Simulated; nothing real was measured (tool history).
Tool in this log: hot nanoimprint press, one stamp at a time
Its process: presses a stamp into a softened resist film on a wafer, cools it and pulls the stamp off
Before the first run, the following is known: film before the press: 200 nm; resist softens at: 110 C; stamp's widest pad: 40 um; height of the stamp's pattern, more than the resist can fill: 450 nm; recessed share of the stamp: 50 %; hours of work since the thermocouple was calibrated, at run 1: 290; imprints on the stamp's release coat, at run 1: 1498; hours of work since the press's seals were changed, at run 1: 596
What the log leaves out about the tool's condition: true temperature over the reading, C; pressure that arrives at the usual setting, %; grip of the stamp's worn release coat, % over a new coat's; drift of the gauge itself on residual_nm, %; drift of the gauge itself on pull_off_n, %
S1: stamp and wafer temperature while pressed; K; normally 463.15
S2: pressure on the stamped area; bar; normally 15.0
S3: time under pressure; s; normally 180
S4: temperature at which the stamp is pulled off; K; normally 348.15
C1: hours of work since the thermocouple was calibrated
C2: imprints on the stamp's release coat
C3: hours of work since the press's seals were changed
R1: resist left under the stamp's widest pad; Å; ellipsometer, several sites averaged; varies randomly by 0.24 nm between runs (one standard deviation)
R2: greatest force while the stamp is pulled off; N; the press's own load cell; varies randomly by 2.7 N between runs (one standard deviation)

{"run": 1, "hour": 0.0, "S1": 463.15, "S2": 15.0, "S3": 180, "S4": 348.15, "C1": 290, "C2": 1498, "C3": 596, "R1": 1115, "R2": 127}
{"hour": 23.6, "done": "plate thermocouple calibrated"}
{"run": 2, "hour": 28.9, "S1": 463.15, "S2": 15.0, "S3": 180, "S4": 344.15, "C1": 4, "C2": 1616, "C3": 617, "R1": 1115, "R2": 128}
{"run": 3, "hour": 42.6, "S1": 463.15, "S2": 15.0, "S3": 180, "S4": 348.15, "C1": 15, "C2": 1678, "C3": 628, "R1": 1119, "R2": 128}
{"run": 4, "hour": 59.5, "S1": 463.15, "S2": 15.0, "S3": 180, "S4": 348.15, "C1": 29, "C2": 1755, "C3": 641, "R1": 1117, "R2": 129}
{"run": 5, "hour": 75.9, "S1": 463.15, "S2": 15.0, "S3": 180, "S4": 348.15, "C1": 42, "C2": 1830, "C3": 654, "R1": 1126, "R2": 126}
{"run": 6, "hour": 102.4, "S1": 463.15, "S2": 15.0, "S3": 180, "S4": 348.15, "C1": 63, "C2": 1951, "C3": 675, "R1": 1122, "R2": 131}
{"run": 7, "hour": 122.5, "S1": 463.15, "S2": 15.0, "S3": 180, "S4": 348.15, "C1": 79, "C2": 2043, "C3": 691, "R1": 1130, "R2": 123}
{"run": 8, "hour": 134.4, "S1": 463.15, "S2": 15.0, "S3": 180, "S4": 348.15, "C1": 88, "C2": 2097, "C3": 701, "R1": 1126, "R2": 124}
{"run": 9, "hour": 149.6, "S1": 463.15, "S2": 15.0, "S3": 180, "S4": 348.15, "C1": 100, "C2": 2166, "C3": 713, "R1": 1127, "R2": 125}
{"run": 10, "hour": 171.1, "S1": 463.15, "S2": 15.0, "S3": 180, "S4": 348.15, "C1": 117, "C2": 2264, "C3": 730, "R1": 1126, "R2": 127}
{"hour": 195.5, "done": "stamp cleaned and given a new release coat"}
{"run": 11, "hour": 200.8, "S1": 463.15, "S2": 15.0, "S3": 147, "S4": 348.15, "C1": 136, "C2": 24, "C3": 749, "R1": 1193, "R2": 125}
{"run": 12, "hour": 217.2, "S1": 463.15, "S2": 15.0, "S3": 180, "S4": 348.15, "C1": 149, "C2": 99, "C3": 762, "R1": 1127, "R2": 128}
{"run": 13, "hour": 240.8, "S1": 463.15, "S2": 15.0, "S3": 180, "S4": 333.15, "C1": 168, "C2": 207, "C3": 781, "R1": 1134, "R2": 149}
{"run": 14, "hour": 266.1, "S1": 463.15, "S2": 15.0, "S3": 180, "S4": 333.15, "C1": 188, "C2": 322, "C3": 801, "R1": 1135, "R2": 148}
{"hour": 287.6, "done": "gauge calibrated"}
{"run": 15, "hour": 287.6, "S1": 463.15, "S2": 13.5, "S3": 134, "S4": 348.15, "C1": 205, "C2": 420, "C3": 818, "R1": 1273, "R2": 130}
{"run": 16, "hour": 305.8, "S1": 463.15, "S2": 13.5, "S3": 134, "S4": 348.15, "C1": 220, "C2": 503, "C3": 832, "R1": 1271, "R2": 126}
{"run": 17, "hour": 323.8, "S1": 473.15, "S2": 16.3, "S3": 180, "S4": 348.15, "C1": 234, "C2": 585, "C3": 847, "R1": 728, "R2": 127}
{"run": 18, "hour": 340.9, "S1": 461.15, "S2": 15.0, "S3": 180, "S4": 348.15, "C1": 248, "C2": 663, "C3": 860, "R1": 1200, "R2": 127}
{"run": 19, "hour": 354.4, "S1": 463.15, "S2": 17.5, "S3": 126, "S4": 348.15, "C1": 259, "C2": 725, "C3": 871, "R1": 1161, "R2": 127}
{"run": 20, "hour": 378.8, "S1": 474.15, "S2": 21.1, "S3": 109, "S4": 336.15, "C1": 278, "C2": 836, "C3": 891, "R1": 726, "R2": 147}
{"run": 21, "hour": 393.1, "S1": 474.15, "S2": 21.1, "S3": 109, "S4": 336.15, "C1": 289, "C2": 902, "C3": 902, "R1": 726, "R2": 150}
{"hour": 419.2, "done": "press's hydraulic seals changed and the load cell set to zero"}
{"hour": 423.5, "done": "plate thermocouple calibrated"}
{"run": 22, "hour": 430.5, "S1": 463.15, "S2": 15.0, "S3": 346, "S4": 355.15, "C1": 6, "C2": 1022, "C3": 7, "R1": 914, "R2": 118}
{"run": 23, "hour": 451.9, "S1": 463.15, "S2": 15.0, "S3": 346, "S4": 355.15, "C1": 23, "C2": 1119, "C3": 24, "R1": 917, "R2": 116}

Forecast run 24:
{"run": 24, "hour": 473.2, "S1": 463.15, "S2": 15.0, "S3": 180, "S4": 340.15, "C1": 40, "C2": 1216, "C3": 41, "R1": "?", "R2": "?"}

{"run 24": {"R1": 1129, "R2": 137}}
With the hidden condition absent and the run-to-run variation left alone, this run would have shown R1 1116 Å, R2 136 N.

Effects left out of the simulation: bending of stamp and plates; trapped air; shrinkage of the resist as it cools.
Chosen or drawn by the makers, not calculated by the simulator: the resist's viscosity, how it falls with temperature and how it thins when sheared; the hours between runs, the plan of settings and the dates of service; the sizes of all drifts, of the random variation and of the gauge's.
